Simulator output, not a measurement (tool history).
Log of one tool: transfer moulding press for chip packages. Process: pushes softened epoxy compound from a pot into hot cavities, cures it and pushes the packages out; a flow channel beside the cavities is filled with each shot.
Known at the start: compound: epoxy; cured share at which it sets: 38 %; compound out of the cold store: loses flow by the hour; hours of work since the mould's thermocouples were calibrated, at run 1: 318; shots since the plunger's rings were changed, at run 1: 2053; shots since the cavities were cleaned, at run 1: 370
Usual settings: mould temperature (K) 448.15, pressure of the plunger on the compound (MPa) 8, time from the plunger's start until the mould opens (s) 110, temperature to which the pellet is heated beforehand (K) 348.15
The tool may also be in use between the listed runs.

| run | hour | mould temperature (K) | pressure of the plunger on the compound (MPa) | time from the plunger's start until the mould opens (s) | temperature to which the pellet is heated beforehand (K) | hours of work since the mould's thermocouples were calibrated | shots since the plunger's rings were changed | shots since the cavities were cleaned | incoming compound's hours out of the cold store | length that the compound runs in the flow channel (mm) | greatest force on the pins that push the packages out (N) |
|---|---|---|---|---|---|---|---|---|---|---|---|
| 1 | 0 | 448.15 | 8 | 110 | 348.15 | 318 | 2053 | 370 | 29.4 | 897 | 532 |
| 2 | 14.1 | 448.15 | 8 | 110 | 348.15 | 325 | 2163 | 480 | 11.5 | 932 | 527 |
| 3 | 28.8 | 448.15 | 8 | 110 | 348.15 | 332 | 2279 | 596 | 11.9 | 928 | 544 |
|  | 41.7 | cavities cleaned with cleaning compound and waxed |
| 4 | 42.3 | 448.15 | 8 | 110 | 348.15 | 338 | 2373 | 5 | 23.9 | 908 | 511 |
| 5 | 49.5 | 448.15 | 8 | 110 | 348.15 | 342 | 2429 | 61 | 31.2 | 893 | 510 |
| 6 | 63.7 | 448.15 | 8 | 127 | 348.15 | 349 | 2541 | 173 | 28.6 | 904 | 460 |
| 7 | 78.4 | 448.15 | 8 | 127 | 348.15 | 357 | 2655 | 287 | 22.3 | 895 | 451 |
| 8 | 93.4 | 444.15 | 8 | 110 | 348.15 | 364 | 2773 | 405 | 23.6 | 918 | 656 |
| 9 | 107.7 | 444.15 | 8 | 110 | 348.15 | 372 | 2885 | 517 | 39.8 | 904 | 651 |
| 10 | 122.8 | 444.15 | 8 | 110 | 348.15 | 379 | 3004 | 636 | 25.8 | 924 | 670 |
|  | 130.3 | cavities cleaned with cleaning compound and waxed |
| 11 | 137.3 | 444.15 | 8 | 110 | 348.15 | 386 | 3106 | 55 | 27.2 | 915 | 627 |
| 12 | 150.3 | 444.15 | 8 | 110 | 348.15 | 393 | 3207 | 156 | 29.2 | 905 | 660 |
| 13 | 166.8 | 448.15 | 8 | 143 | 348.15 | 401 | 3337 | 286 | 23.4 | 905 | 448 |
| 14 | 179.4 | 448.15 | 8 | 143 | 348.15 | 408 | 3435 | 384 | 10.3 | 927 | 435 |
| 15 | 187.1 | 448.15 | 8 | 143 | 348.15 | 411 | 3496 | 445 | 11.5 | 936 | 458 |
| 16 | 203.9 | 448.15 | 8 | 143 | 348.15 | 420 | 3627 | 576 | 32.5 | 890 | 432 |
|  | 219.1 | cavities cleaned with cleaning compound and waxed |
| 17 | 221.2 | 448.15 | 8 | 143 | 348.15 | 428 | 3751 | 16 | 36.3 | 888 | 407 |
| 18 | 230.6 | 455.15 | 8 | 95 | 348.15 | 433 | 3824 | 89 | 23.1 | 885 | 479 |
| 19 | 238.2 | 455.15 | 8 | 95 | 348.15 | 437 | 3884 | 149 | 32.6 | 837 | 485 |
| 20 | 251.1 | 445.15 | 7.12 | 114 | 343.15 | 443 | 3985 | 250 | 33.4 | 853 | 607 |
| 21 | 259.1 | 448.15 | 7.29 | 134 | 348.15 | 447 | 4048 | 313 | 38.6 | 834 | 452 |
| 22 | 270 | 446.15 | 9.6 | 92 | 352.15 | 453 | 4134 | 399 | 22.3 | 1010 | 843 |
| 23 | 286.7 | 446.15 | 9.6 | 92 | 352.15 | 462 | 4264 | 529 | 32.2 | 975 | 793 |
| 24 | 300.8 | 454.15 | 8.93 | 91 | 341.15 | 469 | 4375 | 640 | 13.7 | 949 | 522 |
|  | 307.4 | cavities cleaned with cleaning compound and waxed |
| 25 | 312.4 | 441.15 | 7.04 | 110 | 348.15 | 474 | 4454 | 39 | 20.3 | 876 | 843 |
| 26 | 327.9 | 441.15 | 7.04 | 110 | 356.15 | 482 | 4575 | 160 | 37.4 | 864 | 797 |
| 27 | 343.7 | 441.15 | 7.26 | 100 | 356.15 | 490 | 4699 | 284 | 25.3 | 892 | 992 |
| 28 | 351.3 | 441.15 | 7.26 | 100 | 356.15 | 494 | 4759 | 344 | 9 | 925 | 1015 |
| 29 | 365.6 | 443.15 | 9.53 | 100 | 357.15 | 501 | 4870 | 455 | 39.7 | 974 | 836 |
| 30 | 379.8 | 441.15 | 9.53 | 119 | 357.15 | 508 | 4982 | 567 | 36 | 989 | 688 |

3 ways to go on from here, each from the tool as it stands after run 30. What would each give?
|  | 396.1 | cavities cleaned with cleaning compound and waxed |
| A | 398.4 | 442.15 | 6.09 | 110 | 348.15 | 517 | 5116 | 18 | 29.5 | ? | ? |
|  | 396.1 | cavities cleaned with cleaning compound and waxed |
| B | 398.4 | 444.15 | 8 | 110 | 347.15 | 517 | 5116 | 18 | 26.7 | ? | ? |
|  | 396.1 | cavities cleaned with cleaning compound and waxed |
| C | 398.4 | 448.15 | 8 | 110 | 357.15 | 517 | 5116 | 18 | 30.5 | ? | ? |

| run | length that the compound runs in the flow channel (mm) | greatest force on the pins that push the packages out (N) |
|---|---|---|
| A | 796 | 756 |
| B | 920 | 660 |
| C | 890 | 500 |
Without the tool's hidden state the same runs would have given:
| run | length that the compound runs in the flow channel (mm) | greatest force on the pins that push the packages out (N) |
|---|---|---|
| A | 798 | 756 |
| B | 921 | 660 |
| C | 891 | 500 |

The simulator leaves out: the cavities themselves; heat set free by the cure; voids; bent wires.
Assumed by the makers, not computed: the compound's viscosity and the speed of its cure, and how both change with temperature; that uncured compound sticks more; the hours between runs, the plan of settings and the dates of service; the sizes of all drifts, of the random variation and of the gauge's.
